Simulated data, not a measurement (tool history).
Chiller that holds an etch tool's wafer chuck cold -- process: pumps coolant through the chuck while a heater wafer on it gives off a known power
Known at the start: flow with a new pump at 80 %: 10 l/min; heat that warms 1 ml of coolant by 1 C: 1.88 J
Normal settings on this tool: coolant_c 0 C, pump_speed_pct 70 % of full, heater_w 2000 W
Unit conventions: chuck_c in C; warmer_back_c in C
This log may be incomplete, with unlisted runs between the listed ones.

| run | hour | coolant_c | pump_speed_pct | heater_w | chuck_c | warmer_back_c |
|---|---|---|---|---|---|---|
| 1 | 0.0 | 0 | 70 | 2000 | 15.4 | 7.31 |
| 2 | 24.0 | 0 | 70 | 2000 | 15.1 | 7.37 |
| 3 | 48.7 | 0 | 70 | 2000 | 15.1 | 7.29 |
| 4 | 72.2 | 0 | 70 | 2000 | 15.2 | 7.29 |
| 5 | 99.7 | 0 | 70 | 2000 | 15.2 | 7.35 |
|  | 113.1 | chiller's thermometer calibrated |
| 6 | 118.7 | 0 | 70 | 2000 | 15.4 | 7.31 |
| 7 | 146.1 | 4 | 70 | 2000 | 19.4 | 7.38 |
| 8 | 180.1 | 0 | 70 | 2000 | 15.6 | 7.35 |
| 9 | 210.5 | 0 | 70 | 2000 | 15.5 | 7.33 |
|  | 220.6 | chiller's thermometer calibrated, once more |
| 10 | 245.2 | 0 | 94 | 2000 | 11.2 | 5.38 |
| 11 | 275.3 | 0 | 94 | 2000 | 11.2 | 5.37 |
| 12 | 303.5 | 0 | 91 | 2000 | 11.5 | 5.56 |
| 13 | 319.3 | 0 | 91 | 2000 | 11.5 | 5.51 |
| 14 | 352.5 | 0 | 91 | 1167 | 6.8 | 3.21 |
| 15 | 385.2 | 0 | 91 | 1167 | 6.8 | 3.26 |
| 16 | 412.3 | 0 | 91 | 1167 | 6.7 | 3.26 |
| 17 | 435.9 | 0 | 91 | 1167 | 6.8 | 3.23 |
| 18 | 457.3 | 0 | 91 | 1167 | 6.7 | 3.28 |
| 19 | 486.4 | 0 | 63 | 2346 | 19.0 | 9.69 |
| 20 | 513.8 | 7 | 70 | 1971 | 21.8 | 7.27 |
| 21 | 531.1 | 2 | 70 | 2862 | 23.2 | 10.59 |
| 22 | 553.2 | 9 | 65 | 1066 | 17.5 | 4.23 |
| 23 | 583.6 | 9 | 65 | 1066 | 17.3 | 4.27 |
| 24 | 608.7 | 1 | 70 | 2000 | 15.7 | 7.39 |
| 25 | 631.9 | -4 | 70 | 2000 | 10.6 | 7.43 |
| 26 | 664.7 | -2 | 75 | 2181 | 13.1 | 7.55 |
| 27 | 690.5 | -1 | 75 | 2401 | 15.7 | 8.23 |
| 28 | 707.6 | 0 | 75 | 1218 | 8.5 | 4.19 |
| 29 | 726.7 | 0 | 75 | 1218 | 8.6 | 4.24 |
| 30 | 753.8 | -1 | 75 | 1281 | 8.0 | 4.37 |
| 31 | 783.2 | -9 | 82 | 2000 | 3.9 | 6.26 |
| 32 | 813.6 | 3 | 93 | 1261 | 10.5 | 3.43 |
| 33 | 834.3 | 5 | 79 | 1542 | 15.2 | 5.05 |

3 options for the next run, each taken on its own from the tool as it stands now. Forecast them:
| A | 866.3 | 4 | 67 | 1594 | ? | ? |
| B | 866.3 | -6 | 61 | 1293 | ? | ? |
| C | 866.3 | -9 | 65 | 1542 | ? | ? |

| run | chuck_c | warmer_back_c |
|---|---|---|
| A | 16.4 | 6.24 |
| B | 5.0 | 5.60 |
| C | 3.3 | 6.18 |
With the hidden condition removed and each run's random variation left untouched, the same runs would have given:
| run | chuck_c | warmer_back_c |
|---|---|---|
| A | 16.0 | 6.19 |
| B | 4.7 | 5.55 |
| C | 3.0 | 6.13 |
